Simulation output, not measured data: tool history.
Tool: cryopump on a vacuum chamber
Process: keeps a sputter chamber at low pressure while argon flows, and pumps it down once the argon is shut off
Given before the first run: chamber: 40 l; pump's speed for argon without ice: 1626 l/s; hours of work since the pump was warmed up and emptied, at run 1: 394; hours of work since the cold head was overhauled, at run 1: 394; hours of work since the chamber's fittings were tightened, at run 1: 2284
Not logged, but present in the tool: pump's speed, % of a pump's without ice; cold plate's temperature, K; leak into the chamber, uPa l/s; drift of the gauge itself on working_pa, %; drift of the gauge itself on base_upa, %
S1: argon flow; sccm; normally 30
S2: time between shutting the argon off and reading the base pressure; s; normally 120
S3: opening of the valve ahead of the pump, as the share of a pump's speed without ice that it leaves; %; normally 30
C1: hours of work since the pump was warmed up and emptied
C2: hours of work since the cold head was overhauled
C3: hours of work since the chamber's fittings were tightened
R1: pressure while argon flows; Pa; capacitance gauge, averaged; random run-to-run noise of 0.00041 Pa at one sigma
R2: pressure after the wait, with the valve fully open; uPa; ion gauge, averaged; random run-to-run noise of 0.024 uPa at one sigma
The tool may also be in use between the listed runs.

run,hour,S1,S2,S3,C1,C2,C3,R1,R2
1,0,30,120,30,394,394,2284,0.1066,2.71
2,8.8,30,120,30,400,400,2290,0.1072,2.6
3,16.5,30,120,30,405,405,2295,0.107,2.72
4,27,30,120,30,412,412,2302,0.1065,2.67
5,41,30,120,30,421,421,2311,0.1063,2.73
6,56,30,120,30,431,431,2321,0.1071,2.81
7,65.6,30,120,30,437,437,2327,0.1077,2.76
8,74.8,30,120,30,443,443,2333,0.1073,2.65
9,92.2,30,120,30,454,454,2345,0.107,2.7
10,108.4,30,221,30,465,465,2355,0.1072,2.39
11,116.6,30,221,30,470,470,2360,0.1074,2.48
12,133.3,30,221,30,481,481,2371,0.1072,2.44
13,148,30,221,30,491,491,2381,0.1076,2.52
14,161.9,30,120,30,500,500,2390,0.1074,2.79
15,169.9,30,120,30,505,505,2395,0.1073,2.77
16,179,18,120,30,511,511,2401,0.064,2.81
17,194.3,18,120,30,521,521,2411,0.0647,2.77
18,205.9,25,23,41,529,529,2419,0.0654,5.68
19,220.9,36,120,26,538,538,2428,0.1486,2.85
20,233.1,36,120,26,546,546,2436,0.148,2.79
21,250.5,27,124,26,558,558,2448,0.1117,2.92
# hour 256.1: leaking fittings of the chamber tightened, without venting
22,260,39,124,26,563,563,3,0.1614,0.87
23,268.8,25,83,29,568,568,8,0.0923,1.24
24,281.5,32,140,25,577,577,17,0.1366,0.75
25,289.2,32,140,25,582,582,22,0.1375,0.8
26,302.6,56,176,39,590,590,30,0.1565,0.68
27,317.8,39,92,54,600,600,40,0.0799,1.14
28,329.9,13,105,28,608,608,48,0.0506,0.99
29,341.3,19,21,30,616,616,56,0.0686,4.32
30,348.6,14,190,30,620,620,60,0.05,0.68
31,361,14,190,30,628,628,68,0.0507,0.67

Here are 4 independent what-if runs from the current tool condition. What would each one return?
A,376.6,24,120,30,639,639,79,?,?
B,376.6,17,190,30,639,639,79,?,?
C,376.6,40,214,30,639,639,79,?,?
D,376.6,14,35,26,639,639,79,?,?

run,R1,R2
A,0.087,0.97
B,0.062,0.73
C,0.1448,0.65
D,0.0577,2.63
With no hidden state in the tool, these same runs would have given:
run,R1,R2
A,0.0834,0.87
B,0.0595,0.63
C,0.1389,0.55
D,0.0557,2.53

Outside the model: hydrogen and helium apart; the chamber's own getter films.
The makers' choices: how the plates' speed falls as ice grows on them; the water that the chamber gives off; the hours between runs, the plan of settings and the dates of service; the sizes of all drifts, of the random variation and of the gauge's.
